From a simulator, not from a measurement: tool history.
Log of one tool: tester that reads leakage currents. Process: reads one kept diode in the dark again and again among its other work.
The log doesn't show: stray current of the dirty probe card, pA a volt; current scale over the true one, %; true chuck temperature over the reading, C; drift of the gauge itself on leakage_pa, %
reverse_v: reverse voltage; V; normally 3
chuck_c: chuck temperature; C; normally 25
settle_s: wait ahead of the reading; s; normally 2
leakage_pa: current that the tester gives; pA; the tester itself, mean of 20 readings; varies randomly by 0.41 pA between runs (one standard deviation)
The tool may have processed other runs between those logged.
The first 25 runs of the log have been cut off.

| run | hour | reverse_v | chuck_c | settle_s | hours of work since the probe card was cleaned | hours of work since the tester was calibrated | hours of work since the chuck was calibrated | leakage_pa |
|---|---|---|---|---|---|---|---|---|
| 26 | 1098.5 | 3.6 | 49 | 1.52 | 2790 | 1534 | 610 | 978.94 |
| 27 | 1145.4 | 3.6 | 49 | 1.52 | 2821 | 1565 | 640 | 972.4 |
| 28 | 1207.6 | 3.6 | 49 | 1.52 | 2862 | 1606 | 681 | 989.24 |
| 29 | 1264.9 | 3.98 | 38 | 0.74 | 2900 | 1644 | 719 | 455.93 |
|  | 1279.2 | probe card cleaned and baked |
| 30 | 1309.3 | 3 | 25 | 2.01 | 20 | 1671 | 746 | 144.08 |
| 31 | 1373.9 | 9.2 | 28 | 2.25 | 62 | 1714 | 789 | 281.64 |
| 32 | 1431 | 10.77 | 25 | 2 | 100 | 1752 | 827 | 236.29 |
| 33 | 1478.1 | 2.57 | 29 | 7.12 | 131 | 1783 | 858 | 190.32 |
| 34 | 1527.8 | 3 | 54 | 4.32 | 164 | 1815 | 890 | 1313.32 |
| 35 | 1554.8 | 3 | 47 | 1.07 | 182 | 1833 | 908 | 799.64 |
| 36 | 1619.6 | 3 | 47 | 1.07 | 224 | 1876 | 951 | 804.11 |
| 37 | 1663.5 | 1.6 | 47 | 1.3 | 253 | 1905 | 980 | 636.36 |
| 38 | 1697.4 | 1.6 | 23 | 1.87 | 276 | 1927 | 1002 | 97.85 |
| 39 | 1758.2 | 1.32 | 25 | 2 | 316 | 1967 | 1042 | 107.33 |
| 40 | 1814.2 | 1.32 | 25 | 2 | 353 | 2004 | 1079 | 108.45 |

Below are 3 alternative next runs, each starting from the tool's condition after run 40. Predict each:
| A | 1858.3 | 2.6 | 25 | 2 | 382 | 2033 | 1108 | ? |
| B | 1858.3 | 14.61 | 22 | 0.41 | 382 | 2033 | 1108 | ? |
| C | 1858.3 | 3 | 34 | 2 | 382 | 2033 | 1108 | ? |

| run | leakage_pa |
|---|---|
| A | 140.59 |
| B | 215.18 |
| C | 305.07 |
Take away the tool's hidden state, keep each run's random variation, and the runs would have read:
| run | leakage_pa |
|---|---|
| A | 130.35 |
| B | 197.86 |
| C | 284.67 |
